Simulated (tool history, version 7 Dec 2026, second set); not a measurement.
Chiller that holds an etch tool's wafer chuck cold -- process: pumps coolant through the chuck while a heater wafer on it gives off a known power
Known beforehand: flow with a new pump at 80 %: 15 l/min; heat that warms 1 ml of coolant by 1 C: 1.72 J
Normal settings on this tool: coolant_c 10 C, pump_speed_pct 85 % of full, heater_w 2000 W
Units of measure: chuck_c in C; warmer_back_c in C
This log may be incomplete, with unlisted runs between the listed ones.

{"run": 1, "day": 0.0, "coolant_c": 10, "pump_speed_pct": 85, "heater_w": 2000, "chuck_c": 22.1, "warmer_back_c": 4.36}
{"run": 2, "day": 4.05, "coolant_c": 10, "pump_speed_pct": 85, "heater_w": 2000, "chuck_c": 22.1, "warmer_back_c": 4.33}
{"run": 3, "day": 9.242, "coolant_c": 10, "pump_speed_pct": 92, "heater_w": 2000, "chuck_c": 21.1, "warmer_back_c": 3.97}
{"run": 4, "day": 13.367, "coolant_c": 10, "pump_speed_pct": 92, "heater_w": 2000, "chuck_c": 20.9, "warmer_back_c": 3.95}
{"run": 5, "day": 17.008, "coolant_c": 18, "pump_speed_pct": 92, "heater_w": 2000, "chuck_c": 29.1, "warmer_back_c": 3.93}
{"run": 6, "day": 22.375, "coolant_c": 18, "pump_speed_pct": 92, "heater_w": 2000, "chuck_c": 29.2, "warmer_back_c": 3.93}
{"day": 23.129, "done": "coolant changed, channels flushed"}
{"run": 7, "day": 26.608, "coolant_c": 18, "pump_speed_pct": 92, "heater_w": 2000, "chuck_c": 29.1, "warmer_back_c": 3.89}
{"run": 8, "day": 31.754, "coolant_c": 13, "pump_speed_pct": 85, "heater_w": 2000, "chuck_c": 25.0, "warmer_back_c": 4.32}
{"run": 9, "day": 34.967, "coolant_c": 13, "pump_speed_pct": 85, "heater_w": 2000, "chuck_c": 25.0, "warmer_back_c": 4.33}
{"run": 10, "day": 38.6, "coolant_c": 16, "pump_speed_pct": 85, "heater_w": 2000, "chuck_c": 28.0, "warmer_back_c": 4.34}
{"run": 11, "day": 44.229, "coolant_c": 10, "pump_speed_pct": 85, "heater_w": 2000, "chuck_c": 21.9, "warmer_back_c": 4.35}
{"run": 12, "day": 47.854, "coolant_c": 10, "pump_speed_pct": 85, "heater_w": 2000, "chuck_c": 22.0, "warmer_back_c": 4.31}
{"run": 13, "day": 51.725, "coolant_c": 10, "pump_speed_pct": 85, "heater_w": 2679, "chuck_c": 26.2, "warmer_back_c": 5.75}
{"run": 14, "day": 57.579, "coolant_c": 10, "pump_speed_pct": 85, "heater_w": 2679, "chuck_c": 26.1, "warmer_back_c": 5.85}
{"run": 15, "day": 63.379, "coolant_c": 10, "pump_speed_pct": 85, "heater_w": 2679, "chuck_c": 26.3, "warmer_back_c": 5.84}
{"day": 65.983, "done": "chiller's thermometer calibrated"}
{"run": 16, "day": 66.829, "coolant_c": 6, "pump_speed_pct": 61, "heater_w": 1159, "chuck_c": 16.0, "warmer_back_c": 3.77}
{"run": 17, "day": 69.775, "coolant_c": 13, "pump_speed_pct": 71, "heater_w": 2000, "chuck_c": 27.6, "warmer_back_c": 5.37}
{"run": 18, "day": 72.429, "coolant_c": 13, "pump_speed_pct": 71, "heater_w": 2000, "chuck_c": 27.6, "warmer_back_c": 5.32}
{"run": 19, "day": 76.133, "coolant_c": 16, "pump_speed_pct": 69, "heater_w": 1135, "chuck_c": 24.5, "warmer_back_c": 3.11}
{"run": 20, "day": 81.908, "coolant_c": 16, "pump_speed_pct": 69, "heater_w": 1135, "chuck_c": 24.6, "warmer_back_c": 3.13}
{"run": 21, "day": 85.454, "coolant_c": 1, "pump_speed_pct": 60, "heater_w": 2996, "chuck_c": 27.1, "warmer_back_c": 9.65}
{"run": 22, "day": 90.308, "coolant_c": 15, "pump_speed_pct": 65, "heater_w": 1169, "chuck_c": 24.3, "warmer_back_c": 3.47}
{"run": 23, "day": 96.158, "coolant_c": 15, "pump_speed_pct": 65, "heater_w": 1169, "chuck_c": 24.3, "warmer_back_c": 3.48}
{"run": 24, "day": 100.392, "coolant_c": 10, "pump_speed_pct": 85, "heater_w": 1795, "chuck_c": 20.9, "warmer_back_c": 3.88}
{"run": 25, "day": 104.579, "coolant_c": 5, "pump_speed_pct": 85, "heater_w": 2000, "chuck_c": 17.2, "warmer_back_c": 4.3}

Alternative continuations, all from the tool just after run 25; predict every row:
{"run": "A", "day": 107.179, "coolant_c": 18, "pump_speed_pct": 85, "heater_w": 2000, "chuck_c": "?", "warmer_back_c": "?"}
{"run": "B", "day": 107.179, "coolant_c": 10, "pump_speed_pct": 62, "heater_w": 2264, "chuck_c": "?", "warmer_back_c": "?"}
{"run": "C", "day": 107.179, "coolant_c": 5, "pump_speed_pct": 85, "heater_w": 2542, "chuck_c": "?", "warmer_back_c": "?"}
{"run": "D", "day": 107.179, "coolant_c": 10, "pump_speed_pct": 85, "heater_w": 1416, "chuck_c": "?", "warmer_back_c": "?"}

run=A chuck_c=30.3 warmer_back_c=4.35
run=B chuck_c=28.9 warmer_back_c=7.07
run=C chuck_c=20.3 warmer_back_c=5.54
run=D chuck_c=18.7 warmer_back_c=3.10
The same runs, with their run-to-run variation unchanged, on a tool lacking any hidden condition would have given:
run=A chuck_c=30.3 warmer_back_c=4.35
run=B chuck_c=28.9 warmer_back_c=7.07
run=C chuck_c=20.3 warmer_back_c=5.54
run=D chuck_c=18.7 warmer_back_c=3.10

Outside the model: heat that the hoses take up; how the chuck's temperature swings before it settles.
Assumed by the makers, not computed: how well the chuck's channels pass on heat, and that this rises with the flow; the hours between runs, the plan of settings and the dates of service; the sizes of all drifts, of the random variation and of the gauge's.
